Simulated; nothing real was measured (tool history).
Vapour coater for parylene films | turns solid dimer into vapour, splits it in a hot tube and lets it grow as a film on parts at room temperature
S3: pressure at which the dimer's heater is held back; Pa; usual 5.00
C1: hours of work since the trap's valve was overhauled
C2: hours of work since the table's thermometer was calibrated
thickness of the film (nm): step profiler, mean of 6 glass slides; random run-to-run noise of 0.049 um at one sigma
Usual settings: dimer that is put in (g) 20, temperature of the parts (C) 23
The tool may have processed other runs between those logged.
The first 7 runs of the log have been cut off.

run 8 day=12.575 | dimer_that_is_put_in_(g)=20 temperature_of_the_parts_(C)=20 S3=5.00 | C1=81 C2=279 | thickness_of_the_film_(nm)=13070
run 9 day=14.800 | dimer_that_is_put_in_(g)=20 temperature_of_the_parts_(C)=16 S3=5.00 | C1=109 C2=307 | thickness_of_the_film_(nm)=14850
run 10 day=17.279 | dimer_that_is_put_in_(g)=20 temperature_of_the_parts_(C)=16 S3=5.00 | C1=140 C2=339 | thickness_of_the_film_(nm)=14860
run 11 day=19.362 | dimer_that_is_put_in_(g)=20 temperature_of_the_parts_(C)=16 S3=5.00 | C1=167 C2=365 | thickness_of_the_film_(nm)=14890
run 12 day=20.867 | dimer_that_is_put_in_(g)=20 temperature_of_the_parts_(C)=16 S3=5.00 | C1=186 C2=384 | thickness_of_the_film_(nm)=14860
run 13 day=22.708 | dimer_that_is_put_in_(g)=20 temperature_of_the_parts_(C)=23 S3=2.40 | C1=210 C2=408 | thickness_of_the_film_(nm)=13140
run 14 day=24.071 | dimer_that_is_put_in_(g)=20 temperature_of_the_parts_(C)=23 S3=2.40 | C1=227 C2=425 | thickness_of_the_film_(nm)=13130
run 15 day=25.508 | dimer_that_is_put_in_(g)=20 temperature_of_the_parts_(C)=23 S3=2.40 | C1=245 C2=443 | thickness_of_the_film_(nm)=13200
run 16 day=27.250 | dimer_that_is_put_in_(g)=20 temperature_of_the_parts_(C)=26 S3=5.00 | C1=267 C2=466 | thickness_of_the_film_(nm)=9830
run 17 day=28.462 | dimer_that_is_put_in_(g)=20 temperature_of_the_parts_(C)=29 S3=2.21 | C1=283 C2=481 | thickness_of_the_film_(nm)=10150
run 18 day=29.825 | dimer_that_is_put_in_(g)=8 temperature_of_the_parts_(C)=23 S3=5.00 | C1=300 C2=498 | thickness_of_the_film_(nm)=4530

Run 19 comes next. What will it give?
run 19 day=32.308 | dimer_that_is_put_in_(g)=20 temperature_of_the_parts_(C)=23 S3=5.37 | C1=332 C2=530 | thickness_of_the_film_(nm)=?

thickness of the film (nm): 11220
With no hidden state in the tool, this same run would have given thickness of the film (nm) 11240.

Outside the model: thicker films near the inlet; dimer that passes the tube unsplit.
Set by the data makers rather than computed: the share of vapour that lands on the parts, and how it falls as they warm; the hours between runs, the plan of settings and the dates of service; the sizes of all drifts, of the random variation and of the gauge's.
